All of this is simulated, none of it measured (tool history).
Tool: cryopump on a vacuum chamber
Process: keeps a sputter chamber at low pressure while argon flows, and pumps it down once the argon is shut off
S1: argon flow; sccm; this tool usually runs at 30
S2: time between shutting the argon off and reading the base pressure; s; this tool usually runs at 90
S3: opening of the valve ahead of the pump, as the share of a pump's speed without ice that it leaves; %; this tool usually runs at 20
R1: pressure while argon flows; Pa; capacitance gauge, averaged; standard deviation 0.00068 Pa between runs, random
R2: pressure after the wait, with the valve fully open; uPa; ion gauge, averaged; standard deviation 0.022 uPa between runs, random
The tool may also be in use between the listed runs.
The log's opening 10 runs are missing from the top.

run	hour	S1	S2	S3	R1	R2
11	289.3	30	90	52	0.0459	1.07
12	331.9	30	90	20	0.1139	1.09
13	356.7	48	90	20	0.1836	1.07
14	392.5	51	90	20	0.1955	1.14
15	430.8	51	90	20	0.1956	1.17
16	472.0	51	90	20	0.1967	1.16
17	515.0	51	90	20	0.1960	1.10
18	542.9	45	191	21	0.1654	0.96
19	565.3	40	80	24	0.1293	1.21
20	596.8	17	90	30	0.0443	1.19
21	629.4	48	44	16	0.2316	1.65
22	653.2	48	38	30	0.1247	1.80
23	690.9	48	38	30	0.1247	1.78
24	718.1	48	38	36	0.1045	1.79
25	763.7	36	90	16	0.1734	1.25
26	796.4	36	187	17	0.1625	1.00
27	833.6	33	205	20	0.1274	1.00
28	879.0	33	205	20	0.1277	1.04
29	912.6	18	143	20	0.0702	1.11
30	951.3	12	120	45	0.0216	1.15
31	993.5	30	115	20	0.1159	1.21
32	1025.1	30	115	20	0.1163	1.21
33	1063.7	18	201	17	0.0820	1.08
34	1090.5	18	201	17	0.0827	1.13

Each row is a separate what-if for the run after 34, all from the same tool condition, not one after another. Results?
A	1121.8	14	90	20	?	?
B	1121.8	30	67	20	?	?
C	1121.8	35	58	29	?	?

run	R1	R2
A	0.0540	1.37
B	0.1179	1.46
C	0.0953	1.59
Without the tool's hidden state the same runs would have given:
run	R1	R2
A	0.0522	0.58
B	0.1142	0.69
C	0.0910	0.79
